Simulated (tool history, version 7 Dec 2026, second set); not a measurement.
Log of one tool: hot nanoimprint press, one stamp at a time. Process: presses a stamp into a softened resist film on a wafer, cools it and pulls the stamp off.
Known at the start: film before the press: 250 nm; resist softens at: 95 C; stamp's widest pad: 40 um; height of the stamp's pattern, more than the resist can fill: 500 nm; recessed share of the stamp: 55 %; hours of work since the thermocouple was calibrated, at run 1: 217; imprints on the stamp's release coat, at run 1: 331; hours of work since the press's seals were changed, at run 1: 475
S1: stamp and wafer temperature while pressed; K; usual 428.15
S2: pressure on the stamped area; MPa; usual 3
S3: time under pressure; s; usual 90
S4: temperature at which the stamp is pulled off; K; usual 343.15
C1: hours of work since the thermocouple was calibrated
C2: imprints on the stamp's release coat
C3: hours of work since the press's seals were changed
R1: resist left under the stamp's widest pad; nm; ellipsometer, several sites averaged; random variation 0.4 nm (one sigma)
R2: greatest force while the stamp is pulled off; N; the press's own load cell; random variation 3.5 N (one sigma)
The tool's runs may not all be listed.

run	day	S1	S2	S3	S4	C1	C2	C3	R1	R2
1	0	428.15	3	90	343.15	217	331	475	104	185
2	0.642	428.15	3	90	343.15	229	393	487	104	181
3	1.379	428.15	3	90	343.15	243	464	500	103.4	186
4	2.612	428.15	3	90	343.15	265	584	523	103.8	188
5	3.721	428.15	3	90	332.15	286	691	543	103.5	236
6	4.971	428.15	3	90	332.15	309	812	566	102.9	233
7	5.842	428.15	2.89	90	332.15	325	896	582	104.4	221
8	7.179	437.15	3	90	343.15	349	1026	607	63.2	196
9	8.296	437.15	3	90	343.15	370	1134	627	62.8	200
10	9.354	428.15	3	90	343.15	389	1237	647	102.6	206
11	10.25	428.15	3	90	343.15	406	1324	663	102.3	205
12	11.404	428.15	3	90	343.15	427	1435	684	102.6	218
# day 12.683: plate thermocouple calibrated
13	12.804	428.15	3	90	343.15	2	1559	708	101.1	221
# day 13.775: stamp cleaned and given a new release coat
14	14.354	428.15	3	90	343.15	26	56	732	100.8	166
15	15.458	428.15	3	90	343.15	46	163	752	100.5	173
# day 15.833: plate thermocouple calibrated, once more
16	16.546	428.15	3	90	346.15	13	256	770	104	163
17	17.246	428.15	2.8	116	343.15	26	324	782	97.6	177
18	18.492	428.15	4.56	91	343.15	49	444	805	86.8	183
19	19.633	428.15	4.56	91	343.15	70	555	826	86.3	183
20	21.033	437.15	3.79	88	349.15	96	691	852	58.2	170
21	22.267	417.15	3	90	343.15	118	810	875	179.3	195
22	22.983	429.15	3	90	335.15	131	880	888	98.9	220
23	23.588	417.15	1.92	174	333.15	142	938	899	172	229
24	24.279	417.15	1.92	174	333.15	155	1005	912	172.9	230
25	24.954	417.15	1.92	174	333.15	168	1070	924	172.4	235
26	25.821	428.15	2.25	60	343.15	183	1154	940	135.4	200
27	26.425	428.15	2.25	135	343.15	195	1213	951	100.2	203
28	27.6	428.15	2.25	135	343.15	216	1326	973	100.3	208
29	28.979	428.15	2.25	135	343.15	241	1460	998	99.9	211
30	29.65	428.15	2.19	90	343.15	254	1525	1010	119	218

Hidden state at the last listed run before each entry between runs and at the first one after, where it differs:
Between runs 12 and 13: plate thermocouple calibrated (day 12.683)
  true temperature over the reading, C: 0.39 -> 0.68; pressure that arrives at the usual setting, %: 94.58 -> 94.41; grip of the stamp's worn release coat, % over a new coat's: 23.9 -> 25.9
  measured less the result without the state, R1: +0.6 -> -0.9 nm; R2: +40 -> +44 N
Between runs 13 and 14: stamp cleaned and given a new release coat (day 13.775)
  true temperature over the reading, C: 0.68 -> 0.71; pressure that arrives at the usual setting, %: 94.41 -> 94.22; grip of the stamp's worn release coat, % over a new coat's: 25.9 -> 0.9
  measured less the result without the state, R1: -0.9 -> -1.1 nm; R2: +44 -> +0 N
Between runs 15 and 16: plate thermocouple calibrated, once more (day 15.833)
  true temperature over the reading, C: 0.75 -> 0.06; pressure that arrives at the usual setting, %: 94.07 -> 93.95; grip of the stamp's worn release coat, % over a new coat's: 2.7 -> 4.2
  measured less the result without the state, R1: -1.2 -> +2.7 nm; R2: +3 -> +7 N
